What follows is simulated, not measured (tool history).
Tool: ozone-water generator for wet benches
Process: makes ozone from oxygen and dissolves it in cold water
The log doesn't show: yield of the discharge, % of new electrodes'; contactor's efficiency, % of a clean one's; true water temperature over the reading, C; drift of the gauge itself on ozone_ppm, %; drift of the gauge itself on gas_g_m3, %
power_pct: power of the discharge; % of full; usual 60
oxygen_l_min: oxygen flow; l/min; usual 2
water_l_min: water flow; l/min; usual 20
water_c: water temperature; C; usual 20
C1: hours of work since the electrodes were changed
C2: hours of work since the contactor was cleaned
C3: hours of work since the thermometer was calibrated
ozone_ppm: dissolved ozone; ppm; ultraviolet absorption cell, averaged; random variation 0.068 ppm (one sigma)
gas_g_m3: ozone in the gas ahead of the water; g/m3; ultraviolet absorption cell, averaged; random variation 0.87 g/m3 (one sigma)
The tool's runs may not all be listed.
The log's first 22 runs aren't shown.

Run 23, hour 878.7: usual settings but power_pct 76 % of full, oxygen_l_min 1.4 l/min; C1 1288; C2 1669; C3 1093. Result: ozone_ppm 6.86 ppm, gas_g_m3 177.3 g/m3.
Run 24, hour 908.4: usual settings but power_pct 44 % of full, oxygen_l_min 2.74 l/min, water_c 21 C; C1 1307; C2 1688; C3 1112. Result: ozone_ppm 6.75 ppm, gas_g_m3 106.3 g/m3.
Run 25, hour 940.8: usual settings but power_pct 42 % of full, oxygen_l_min 2.74 l/min, water_l_min 15 l/min, water_c 22 C; C1 1328; C2 1708; C3 1133. Result: ozone_ppm 8.59 ppm, gas_g_m3 104.4 g/m3.
Run 26, hour 969.2: usual settings but oxygen_l_min 3.27 l/min, water_l_min 23 l/min, water_c 16 C; C1 1346; C2 1726; C3 1151. Result: ozone_ppm 7.46 ppm, gas_g_m3 118 g/m3.
Run 27, hour 1023.7: usual settings but power_pct 71 % of full, oxygen_l_min 2.48 l/min; C1 1381; C2 1761; C3 1186. Result: ozone_ppm 8.32 ppm, gas_g_m3 141.2 g/m3.
Run 28, hour 1055.1: usual settings but power_pct 41 % of full, oxygen_l_min 2.48 l/min; C1 1401; C2 1781; C3 1206. Result: ozone_ppm 6.33 ppm, gas_g_m3 106.6 g/m3.
Run 29, hour 1109.7: usual settings but oxygen_l_min 3.17 l/min, water_l_min 18 l/min; C1 1436; C2 1816; C3 1241. Result: ozone_ppm 9.34 ppm, gas_g_m3 118.7 g/m3.
Run 30, hour 1153.6: usual settings but oxygen_l_min 3.17 l/min, water_l_min 18 l/min; C1 1464; C2 1844; C3 1269. Result: ozone_ppm 9.22 ppm, gas_g_m3 118.4 g/m3.
Run 31, hour 1202.5: usual settings but oxygen_l_min 3.17 l/min, water_l_min 18 l/min; C1 1495; C2 1876; C3 1300. Result: ozone_ppm 9.35 ppm, gas_g_m3 117.3 g/m3.
Run 32, hour 1234: usual settings but power_pct 85 % of full, oxygen_l_min 1.91 l/min, water_l_min 17 l/min, water_c 14 C; C1 1516; C2 1896; C3 1321. Result: ozone_ppm 10.57 ppm, gas_g_m3 170.4 g/m3.

3 ways to go on from here, each from the tool as it stands after run 32. What would each give?
Run A, hour 1257.4: usual settings but power_pct 74 % of full, oxygen_l_min 1.91 l/min, water_l_min 17 l/min, water_c 14 C; C1 1530; C2 1911; C3 1335. Result: ozone_ppm ?, gas_g_m3 ?.
Run B, hour 1257.4: usual settings but power_pct 43 % of full, water_c 24 C; C1 1530; C2 1911; C3 1335. Result: ozone_ppm ?, gas_g_m3 ?.
Run C, hour 1257.4: usual settings but power_pct 85 % of full, oxygen_l_min 1.91 l/min, water_l_min 28 l/min, water_c 14 C; C1 1530; C2 1911; C3 1335. Result: ozone_ppm ?, gas_g_m3 ?.

run  ozone_ppm  gas_g_m3
  A       9.69     158.8
  B       5.83     116.9
  C       5.58     169.6
Without the tool's hidden state the same runs would have given:
run  ozone_ppm  gas_g_m3
  A       9.97     161.8
  B       5.97     118.4
  C       5.76     172.9
